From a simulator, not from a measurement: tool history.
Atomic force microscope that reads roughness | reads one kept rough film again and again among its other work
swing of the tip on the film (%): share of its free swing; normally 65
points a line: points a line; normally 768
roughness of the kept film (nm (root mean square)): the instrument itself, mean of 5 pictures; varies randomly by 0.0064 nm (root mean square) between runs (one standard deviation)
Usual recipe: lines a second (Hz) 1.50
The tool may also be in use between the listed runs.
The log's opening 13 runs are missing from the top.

run    hour  lines a second (Hz)  swing of the tip on the film (%)  points a line  pictures with this tip  hours of work since the height scale was calibrated  roughness of the kept film (nm (root mean square))
 14   698.5                 1.50                                66            768                      50                                                  474                                               1.234
 15   729.9                 1.50                                66            768                      74                                                  487                                               1.225
 16   790.7                 1.50                                66            768                     119                                                  513                                               1.212
 17   835.2                 1.50                                66            768                     153                                                  532                                               1.219
 18   890.2                 1.50                                66            768                     194                                                  556                                               1.211
 19   931.4                 1.50                                66            768                     225                                                  574                                               1.210
      947.9  -- new tip fitted
 20   988.6                 1.50                                66            768                      30                                                  598                                               1.238
 21  1020.3                 1.50                                65            768                      54                                                  612                                               1.238
 22  1068.8                 1.50                                63            768                      91                                                  632                                               1.243
 23  1105.3                 1.50                                78            768                     118                                                  648                                               1.141
 24  1163.2                 1.08                                78            768                     161                                                  673                                               1.173
 25  1202.8                 1.50                                56            415                     191                                                  690                                               1.256
 26  1258.4                 1.21                                76            539                     233                                                  714                                               1.164
     1264.3  -- new tip fitted
 27  1319.0                 2.23                                82           1011                      41                                                  740                                               1.041
 28  1356.6                 2.23                                82           1011                      69                                                  756                                               1.043
 29  1401.8                 3.79                                62            330                     103                                                  775                                               1.144
 30  1436.7                 3.79                                62            330                     129                                                  790                                               1.137
 31  1473.1                 3.92                                71            562                     157                                                  806                                               1.025
 32  1504.4                 3.92                                71            562                     180                                                  819                                               1.024
 33  1543.9                 0.70                                85            768                     210                                                  836                                               1.181

Expected results for the next run?
     1580.2  -- new tip fitted
 34  1603.8                 1.69                                65            362                      17                                                  862                                                   ?

roughness of the kept film (nm (root mean square)): 1.230
If the tool had no hidden condition, the same run with the same run-to-run variation would have returned roughness of the kept film (nm (root mean square)) 1.239.

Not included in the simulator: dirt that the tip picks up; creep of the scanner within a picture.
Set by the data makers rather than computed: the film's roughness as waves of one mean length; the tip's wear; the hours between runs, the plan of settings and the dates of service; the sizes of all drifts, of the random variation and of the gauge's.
